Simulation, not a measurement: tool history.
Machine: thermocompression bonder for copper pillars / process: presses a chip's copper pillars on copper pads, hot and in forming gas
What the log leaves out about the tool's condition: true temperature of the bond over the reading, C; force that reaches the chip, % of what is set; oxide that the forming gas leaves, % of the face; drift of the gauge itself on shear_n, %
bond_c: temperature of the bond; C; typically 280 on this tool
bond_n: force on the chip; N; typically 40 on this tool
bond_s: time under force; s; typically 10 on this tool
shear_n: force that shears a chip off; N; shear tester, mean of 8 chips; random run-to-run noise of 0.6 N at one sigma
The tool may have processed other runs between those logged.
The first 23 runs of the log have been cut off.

run	hour	bond_c	bond_n	bond_s	hours of work since the heater was calibrated	hours of work since the force cell was calibrated	hours of work since the gas filter was changed	shear_n
24	215.9	285	37	9	271	26	324	28.7
25	229.0	285	37	9	277	32	330	28.3
26	237.6	285	37	9	281	36	334	28.1
27	243.7	259	28	12	284	39	337	20.2
28	251.7	259	28	12	288	43	341	21.1
29	260.5	286	42	26	292	48	345	45.7
30	272.8	283	30	27	298	54	351	36.8
31	285.5	280	33	23	305	60	358	36.3
32	296.5	280	53	7	310	65	363	30.6
33	306.2	280	53	7	315	70	368	31.2
34	313.8	274	42	30	318	73	371	43.6
35	325.1	291	42	30	324	79	377	48.5
36	337.1	291	42	30	330	85	383	48.6
37	345.5	268	31	10	334	89	387	22.8
38	355.7	297	25	5	339	94	392	18.4
39	362.1	297	25	5	342	97	395	19.9
40	375.3	297	25	5	348	104	401	18.4

Branching from run 40: 3 alternative next runs. What would each branch give?
A	387.9	272	41	14	355	110	408	?
B	387.9	281	49	12	355	110	408	?
C	387.9	275	31	8	355	110	408	?

run	shear_n
A	31.1
B	35.1
C	20.8
With the hidden condition removed and each run's random variation left untouched, the same runs would have given:
run	shear_n
A	35.4
B	39.9
C	23.8
